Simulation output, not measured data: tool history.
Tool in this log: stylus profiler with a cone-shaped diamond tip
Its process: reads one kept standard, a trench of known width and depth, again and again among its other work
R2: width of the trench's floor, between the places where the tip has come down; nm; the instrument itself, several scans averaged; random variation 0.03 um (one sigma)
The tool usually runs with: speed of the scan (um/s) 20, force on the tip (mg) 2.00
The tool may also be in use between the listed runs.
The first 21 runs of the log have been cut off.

-- hour=946.5 height scale calibrated on a step standard, once more
run 22 hour=957.0 | speed_of_the_scan_(um/s)=55 force_on_the_tip_(mg)=2.36 | depth_of_the_trench_(nm)=100.86 R2=48180
run 23 hour=991.5 | speed_of_the_scan_(um/s)=9 force_on_the_tip_(mg)=1.04 | depth_of_the_trench_(nm)=100.53 R2=48460
run 24 hour=1015.9 | speed_of_the_scan_(um/s)=21 force_on_the_tip_(mg)=1.57 | depth_of_the_trench_(nm)=100.41 R2=48350
run 25 hour=1059.5 | speed_of_the_scan_(um/s)=21 force_on_the_tip_(mg)=2.00 | depth_of_the_trench_(nm)=100.70 R2=48420
run 26 hour=1092.0 | speed_of_the_scan_(um/s)=12 force_on_the_tip_(mg)=2.00 | depth_of_the_trench_(nm)=100.54 R2=48450
run 27 hour=1127.3 | speed_of_the_scan_(um/s)=12 force_on_the_tip_(mg)=2.00 | depth_of_the_trench_(nm)=100.56 R2=48390
run 28 hour=1168.8 | speed_of_the_scan_(um/s)=12 force_on_the_tip_(mg)=2.00 | depth_of_the_trench_(nm)=100.72 R2=48460
run 29 hour=1223.3 | speed_of_the_scan_(um/s)=9 force_on_the_tip_(mg)=2.03 | depth_of_the_trench_(nm)=100.59 R2=48390
run 30 hour=1262.4 | speed_of_the_scan_(um/s)=9 force_on_the_tip_(mg)=2.03 | depth_of_the_trench_(nm)=100.56 R2=48410
run 31 hour=1303.4 | speed_of_the_scan_(um/s)=9 force_on_the_tip_(mg)=2.03 | depth_of_the_trench_(nm)=100.48 R2=48470
run 32 hour=1362.8 | speed_of_the_scan_(um/s)=19 force_on_the_tip_(mg)=0.97 | depth_of_the_trench_(nm)=100.21 R2=48260
run 33 hour=1417.9 | speed_of_the_scan_(um/s)=20 force_on_the_tip_(mg)=2.50 | depth_of_the_trench_(nm)=100.63 R2=48220
run 34 hour=1473.7 | speed_of_the_scan_(um/s)=20 force_on_the_tip_(mg)=2.50 | depth_of_the_trench_(nm)=100.60 R2=48330
run 35 hour=1528.8 | speed_of_the_scan_(um/s)=7 force_on_the_tip_(mg)=2.13 | depth_of_the_trench_(nm)=100.52 R2=48330
run 36 hour=1559.0 | speed_of_the_scan_(um/s)=10 force_on_the_tip_(mg)=4.61 | depth_of_the_trench_(nm)=100.98 R2=48300

Each row is a separate what-if for the run after 36, all from the same tool condition, not one after another. Results?
run A hour=1608.9 | speed_of_the_scan_(um/s)=20 force_on_the_tip_(mg)=3.56 | depth_of_the_trench_(nm)=? R2=?
run B hour=1608.9 | speed_of_the_scan_(um/s)=11 force_on_the_tip_(mg)=2.00 | depth_of_the_trench_(nm)=? R2=?
run C hour=1608.9 | speed_of_the_scan_(um/s)=24 force_on_the_tip_(mg)=0.67 | depth_of_the_trench_(nm)=? R2=?
run D hour=1608.9 | speed_of_the_scan_(um/s)=10 force_on_the_tip_(mg)=1.47 | depth_of_the_trench_(nm)=? R2=?
run E hour=1608.9 | speed_of_the_scan_(um/s)=8 force_on_the_tip_(mg)=4.61 | depth_of_the_trench_(nm)=? R2=?

run=A depth_of_the_trench_(nm)=100.71 R2=48260
run=B depth_of_the_trench_(nm)=100.48 R2=48320
run=C depth_of_the_trench_(nm)=100.23 R2=48050
run=D depth_of_the_trench_(nm)=100.32 R2=48290
run=E depth_of_the_trench_(nm)=100.85 R2=48330
Without the tool's unlogged condition, the same runs would have read:
run=A depth_of_the_trench_(nm)=100.88 R2=48640
run=B depth_of_the_trench_(nm)=100.65 R2=48690
run=C depth_of_the_trench_(nm)=100.40 R2=48420
run=D depth_of_the_trench_(nm)=100.48 R2=48660
run=E depth_of_the_trench_(nm)=101.01 R2=48710
